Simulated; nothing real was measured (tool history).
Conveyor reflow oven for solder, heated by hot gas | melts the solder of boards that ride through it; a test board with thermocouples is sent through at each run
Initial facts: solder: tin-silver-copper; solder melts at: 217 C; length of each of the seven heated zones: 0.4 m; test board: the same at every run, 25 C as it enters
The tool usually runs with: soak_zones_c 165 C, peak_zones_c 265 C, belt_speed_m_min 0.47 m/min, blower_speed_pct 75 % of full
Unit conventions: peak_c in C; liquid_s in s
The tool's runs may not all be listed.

| run | day | soak_zones_c | peak_zones_c | belt_speed_m_min | blower_speed_pct | peak_c | liquid_s |
|---|---|---|---|---|---|---|---|
| 1 | 0 | 165 | 265 | 0.47 | 75 | 250.3 | 70.4 |
| 2 | 0.417 | 165 | 265 | 0.47 | 75 | 249.9 | 70 |
|  | 0.742 | flux residue cleaned out of gas plates and filters |
| 3 | 1.033 | 165 | 265 | 0.47 | 75 | 250.2 | 71.5 |
| 4 | 1.233 | 168 | 265 | 0.47 | 75 | 251.8 | 71.5 |
| 5 | 1.492 | 168 | 265 | 0.47 | 75 | 251.4 | 73.4 |
| 6 | 1.838 | 168 | 265 | 0.47 | 75 | 251.3 | 72.6 |
| 7 | 2.154 | 158 | 265 | 0.47 | 75 | 249.1 | 67.8 |
| 8 | 2.429 | 158 | 265 | 0.47 | 75 | 249.6 | 67.9 |
| 9 | 2.717 | 158 | 265 | 0.47 | 75 | 249.3 | 66 |
| 10 | 3.05 | 158 | 265 | 0.47 | 75 | 249.5 | 67.8 |
| 11 | 3.292 | 158 | 265 | 0.47 | 75 | 248.4 | 67 |
| 12 | 3.542 | 165 | 270 | 0.47 | 75 | 255.1 | 74.1 |
| 13 | 3.883 | 165 | 270 | 0.47 | 75 | 255.2 | 75.3 |
| 14 | 4.058 | 165 | 263 | 0.485 | 75 | 247.5 | 65.4 |
| 15 | 4.35 | 161 | 263 | 0.398 | 75 | 252.9 | 88.3 |
| 16 | 4.604 | 161 | 263 | 0.398 | 75 | 253.5 | 88.8 |
| 17 | 4.842 | 161 | 263 | 0.398 | 75 | 253.1 | 88 |
| 18 | 5.262 | 161 | 263 | 0.398 | 56 | 249.8 | 80.8 |
| 19 | 5.471 | 156 | 255 | 0.405 | 70 | 244.3 | 72.2 |
| 20 | 5.862 | 156 | 255 | 0.405 | 70 | 244.6 | 72.9 |
| 21 | 6.229 | 168 | 255 | 0.38 | 69 | 246.9 | 87.8 |
| 22 | 6.629 | 168 | 255 | 0.485 | 88 | 243.6 | 63.8 |
| 23 | 6.821 | 168 | 255 | 0.485 | 88 | 243.2 | 63.3 |
| 24 | 7.196 | 168 | 255 | 0.485 | 88 | 242.3 | 63.4 |
| 25 | 7.579 | 178 | 263 | 0.505 | 75 | 248.4 | 69 |

Forecast each of these 3 alternatives for the next run:
| A | 7.788 | 169 | 263 | 0.451 | 61 | ? | ? |
| B | 7.788 | 165 | 265 | 0.47 | 70 | ? | ? |
| C | 7.788 | 159 | 277 | 0.47 | 53 | ? | ? |

| run | peak_c | liquid_s |
|---|---|---|
| A | 247.3 | 72.8 |
| B | 248.9 | 69.4 |
| C | 253.6 | 69.6 |
What these runs would have given with no unlogged condition in the tool:
| run | peak_c | liquid_s |
|---|---|---|
| A | 246 | 70.8 |
| B | 247.6 | 67.7 |
| C | 252.3 | 67.8 |

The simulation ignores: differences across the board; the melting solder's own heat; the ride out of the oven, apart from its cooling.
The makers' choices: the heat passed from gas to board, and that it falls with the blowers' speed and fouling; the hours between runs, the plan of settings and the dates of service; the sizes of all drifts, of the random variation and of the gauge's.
